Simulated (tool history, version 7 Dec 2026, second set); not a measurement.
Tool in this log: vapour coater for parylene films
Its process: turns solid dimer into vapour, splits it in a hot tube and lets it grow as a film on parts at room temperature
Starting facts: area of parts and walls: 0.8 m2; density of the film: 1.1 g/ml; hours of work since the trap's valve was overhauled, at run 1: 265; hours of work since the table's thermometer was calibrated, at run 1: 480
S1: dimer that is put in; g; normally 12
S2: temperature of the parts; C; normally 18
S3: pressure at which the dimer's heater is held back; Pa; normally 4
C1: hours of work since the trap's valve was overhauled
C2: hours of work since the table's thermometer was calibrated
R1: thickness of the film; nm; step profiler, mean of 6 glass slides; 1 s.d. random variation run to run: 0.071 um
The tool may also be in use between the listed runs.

run 1 hour=0 | S1=12 S2=18 S3=4 | C1=265 C2=480 | R1=8500
run 2 hour=21.6 | S1=12 S2=18 S3=4 | C1=284 C2=498 | R1=8530
run 3 hour=51.2 | S1=12 S2=18 S3=4 | C1=310 C2=524 | R1=8580
run 4 hour=70.8 | S1=12 S2=18 S3=4 | C1=327 C2=541 | R1=8480
run 5 hour=94.4 | S1=12 S2=18 S3=4 | C1=347 C2=562 | R1=8590
run 6 hour=128.3 | S1=12 S2=18 S3=3.44 | C1=377 C2=591 | R1=8640
run 7 hour=154.6 | S1=12 S2=18 S3=4 | C1=400 C2=614 | R1=8550
run 8 hour=196 | S1=12 S2=18 S3=4 | C1=436 C2=650 | R1=8660
run 9 hour=222.6 | S1=12 S2=18 S3=4 | C1=459 C2=673 | R1=8510
run 10 hour=266.5 | S1=12 S2=18 S3=4 | C1=497 C2=711 | R1=8500
-- hour=280.2 trap's valve overhauled
run 11 hour=298.4 | S1=12 S2=11 S3=4 | C1=16 C2=736 | R1=11890
run 12 hour=332.1 | S1=13 S2=18 S3=10.59 | C1=45 C2=765 | R1=8150
run 13 hour=360.5 | S1=9 S2=23 S3=9.21 | C1=70 C2=790 | R1=4480
run 14 hour=400.6 | S1=18 S2=13 S3=3.76 | C1=105 C2=825 | R1=16300
-- hour=433 table's thermometer calibrated
run 15 hour=434.4 | S1=18 S2=29 S3=2.33 | C1=133 C2=1 | R1=8270
run 16 hour=481.1 | S1=19 S2=11 S3=6.22 | C1=174 C2=42 | R1=17790
run 17 hour=520.5 | S1=10 S2=18 S3=6.71 | C1=208 C2=76 | R1=6670
run 18 hour=563.4 | S1=10 S2=18 S3=6.71 | C1=246 C2=113 | R1=6590
run 19 hour=587.5 | S1=21 S2=16 S3=6.71 | C1=266 C2=134 | R1=15000
run 20 hour=622.5 | S1=21 S2=29 S3=3.02 | C1=297 C2=165 | R1=9460
run 21 hour=653.2 | S1=21 S2=29 S3=3.02 | C1=324 C2=192 | R1=9230

Branching from run 21: 4 alternative next runs. What would each branch give?
run A hour=676.8 | S1=10 S2=21 S3=8.15 | C1=344 C2=212 | R1=?
run B hour=676.8 | S1=6 S2=29 S3=3.02 | C1=344 C2=212 | R1=?
run C hour=676.8 | S1=21 S2=25 S3=3.02 | C1=344 C2=212 | R1=?
run D hour=676.8 | S1=6 S2=14 S3=8.06 | C1=344 C2=212 | R1=?

run=A R1=5590
run=B R1=2650
run=C R1=11360
run=D R1=4660
With no hidden state in the tool, these same runs would have given:
run=A R1=5620
run=B R1=2660
run=C R1=11410
run=D R1=4690

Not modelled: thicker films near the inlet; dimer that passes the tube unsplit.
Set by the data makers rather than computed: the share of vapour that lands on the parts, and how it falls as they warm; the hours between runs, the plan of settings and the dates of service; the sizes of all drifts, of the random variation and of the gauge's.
